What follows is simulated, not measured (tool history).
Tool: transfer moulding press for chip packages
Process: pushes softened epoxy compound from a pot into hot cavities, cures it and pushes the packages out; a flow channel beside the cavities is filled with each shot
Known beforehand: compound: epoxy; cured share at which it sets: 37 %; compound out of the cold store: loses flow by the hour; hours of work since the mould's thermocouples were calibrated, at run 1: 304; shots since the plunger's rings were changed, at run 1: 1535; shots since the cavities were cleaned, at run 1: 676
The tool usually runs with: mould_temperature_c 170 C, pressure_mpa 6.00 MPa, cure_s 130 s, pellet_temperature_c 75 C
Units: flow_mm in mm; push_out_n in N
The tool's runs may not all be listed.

| run | hour | mould_temperature_c | pressure_mpa | cure_s | pellet_temperature_c | hours of work since the mould's thermocouples were calibrated | shots since the plunger's rings were changed | shots since the cavities were cleaned | incoming compound's hours out of the cold store | flow_mm | push_out_n |
|---|---|---|---|---|---|---|---|---|---|---|---|
| 1 | 0.0 | 170 | 6.00 | 130 | 75 | 304 | 1535 | 676 | 27.3 | 678 | 389 |
|  | 25.4 | cavities cleaned with cleaning compound and waxed |
| 2 | 33.0 | 170 | 6.00 | 148 | 75 | 324 | 1806 | 66 | 45.6 | 612 | 259 |
| 3 | 57.2 | 170 | 6.00 | 148 | 75 | 339 | 2014 | 274 | 12.8 | 732 | 307 |
| 4 | 79.6 | 170 | 6.00 | 148 | 75 | 353 | 2207 | 467 | 22.2 | 693 | 360 |
| 5 | 98.0 | 170 | 6.00 | 148 | 75 | 365 | 2365 | 625 | 43.0 | 614 | 380 |
| 6 | 122.7 | 170 | 6.00 | 130 | 75 | 381 | 2578 | 838 | 38.9 | 627 | 392 |
|  | 127.2 | cavities cleaned with cleaning compound and waxed |
| 7 | 140.5 | 170 | 6.00 | 130 | 70 | 391 | 2718 | 115 | 41.2 | 617 | 260 |
| 8 | 167.8 | 170 | 6.00 | 160 | 75 | 409 | 2953 | 350 | 33.5 | 644 | 308 |
| 9 | 181.5 | 170 | 6.00 | 130 | 75 | 417 | 3071 | 468 | 32.5 | 645 | 350 |
| 10 | 206.3 | 170 | 6.00 | 130 | 75 | 433 | 3284 | 681 | 46.9 | 600 | 359 |
|  | 210.0 | mould's thermocouples calibrated |
|  | 232.9 | cavities cleaned with cleaning compound and waxed |
| 11 | 236.1 | 170 | 6.00 | 130 | 75 | 16 | 3510 | 28 | 9.5 | 730 | 265 |
|  | 247.9 | plunger's sealing rings changed |
| 12 | 262.2 | 176 | 6.00 | 130 | 75 | 31 | 123 | 231 | 47.6 | 609 | 285 |
| 13 | 292.0 | 176 | 6.00 | 130 | 75 | 50 | 379 | 487 | 22.8 | 689 | 342 |
| 14 | 319.1 | 176 | 6.00 | 130 | 75 | 67 | 612 | 720 | 8.4 | 745 | 385 |
| 15 | 333.3 | 170 | 4.99 | 130 | 75 | 76 | 735 | 843 | 39.7 | 580 | 412 |
|  | 336.9 | cavities cleaned with cleaning compound and waxed |
| 16 | 351.3 | 170 | 4.99 | 161 | 71 | 86 | 877 | 124 | 24.0 | 632 | 265 |
| 17 | 369.9 | 170 | 4.99 | 161 | 71 | 98 | 1037 | 284 | 11.8 | 676 | 305 |
| 18 | 389.4 | 170 | 7.22 | 144 | 71 | 111 | 1205 | 452 | 16.0 | 792 | 347 |
|  | 399.1 | mould's thermocouples calibrated, once more |
| 19 | 419.3 | 170 | 7.22 | 144 | 71 | 13 | 1445 | 692 | 31.0 | 727 | 385 |
| 20 | 434.0 | 170 | 7.22 | 144 | 71 | 22 | 1571 | 818 | 13.4 | 807 | 394 |
|  | 440.6 | cavities cleaned with cleaning compound and waxed |
| 21 | 460.8 | 176 | 6.00 | 130 | 75 | 38 | 1789 | 174 | 9.2 | 732 | 281 |
| 22 | 476.4 | 176 | 6.00 | 130 | 75 | 48 | 1923 | 308 | 19.5 | 694 | 310 |
| 23 | 490.8 | 176 | 6.00 | 130 | 75 | 57 | 2046 | 431 | 28.3 | 662 | 329 |
| 24 | 523.0 | 170 | 5.59 | 123 | 85 | 78 | 2324 | 709 | 32.0 | 631 | 405 |
|  | 543.8 | cavities cleaned with cleaning compound and waxed |
| 25 | 545.7 | 170 | 5.59 | 123 | 85 | 91 | 2506 | 16 | 31.1 | 627 | 246 |
| 26 | 573.5 | 170 | 5.59 | 123 | 85 | 109 | 2745 | 255 | 13.2 | 697 | 319 |
| 27 | 604.4 | 174 | 5.98 | 158 | 68 | 129 | 3011 | 521 | 23.2 | 675 | 344 |
| 28 | 630.7 | 174 | 7.33 | 158 | 66 | 145 | 3237 | 747 | 19.8 | 757 | 378 |

Selected run-to-run steps in flow_mm, each split into two signed amounts: the part the tool would show with no hidden state at all (from settings, incoming material and random variation), and the remainder, which goes to the hidden state together with any gauge scatter not common to the measured and the hidden-state-free results:
The hidden state here: true mould temperature over the reading, C; pressure that reaches the compound, % of what is set; grip of the stained cavities, % over clean ones'; drift of the gauge itself on flow_mm, %; drift of the gauge itself on push_out_n, %.
Run 10 -> 11: mould's thermocouples calibrated, cavities cleaned with cleaning compound and waxed. flow_mm +130 mm: hidden state -8, all else +138.
Run 11 -> 12: mould_temperature_c 170 -> 176, plunger's sealing rings changed. flow_mm -121 mm: hidden state +30, all else -151.
Run 14 -> 15: mould_temperature_c 176 -> 170, pressure_mpa 6.00 -> 4.99. flow_mm -165 mm: hidden state +1, all else -166.
